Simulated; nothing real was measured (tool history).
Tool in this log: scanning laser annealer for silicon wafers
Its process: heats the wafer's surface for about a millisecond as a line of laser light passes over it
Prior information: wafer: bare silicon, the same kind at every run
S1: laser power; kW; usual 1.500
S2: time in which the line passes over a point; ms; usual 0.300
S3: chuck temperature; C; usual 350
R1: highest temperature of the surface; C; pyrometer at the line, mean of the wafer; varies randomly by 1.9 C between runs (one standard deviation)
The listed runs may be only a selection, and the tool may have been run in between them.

run   hour     S1     S2   S3    R1
  1    0.0  1.500  0.300  350  1124
  2   40.7  1.500  0.300  350  1121
      48.3  -- window over the wafer cleaned
  3   86.2  1.500  0.300  350  1109
  4  110.1  1.500  0.300  350  1103
  5  138.3  1.459  0.300  350  1084
  6  161.7  1.500  0.220  350  1001
  7  188.9  1.500  0.220  350  1003
  8  234.5  1.500  0.300  350  1103
  9  255.7  1.500  0.329  350  1135
 10  286.6  1.348  0.329  350  1062
 11  314.2  1.348  0.329  350  1064
     336.2  -- window over the wafer cleaned, once more
 12  361.6  1.362  0.211  367   991
 13  391.5  1.513  0.299  349  1156
 14  412.9  1.513  0.274  332  1103
 15  435.6  1.525  0.232  329  1045
 16  468.9  1.531  0.300  383  1192
 17  518.0  1.531  0.300  383  1192
 18  560.5  1.378  0.213  379  1004
 19  596.3  1.355  0.302  379  1101
 20  622.6  1.330  0.213  364   969
 21  650.8  1.599  0.213  363  1077

Below are 3 alternative next runs, each starting from the tool's condition after run 21. Predict each:
  A  684.0  1.435  0.300  350   ?
  B  684.0  1.599  0.338  368   ?
  C  684.0  1.599  0.213  361   ?

run    R1
  A  1111
  B  1250
  C  1070
With no hidden state in the tool, these same runs would have given:
run    R1
  A  1129
  B  1272
  C  1087

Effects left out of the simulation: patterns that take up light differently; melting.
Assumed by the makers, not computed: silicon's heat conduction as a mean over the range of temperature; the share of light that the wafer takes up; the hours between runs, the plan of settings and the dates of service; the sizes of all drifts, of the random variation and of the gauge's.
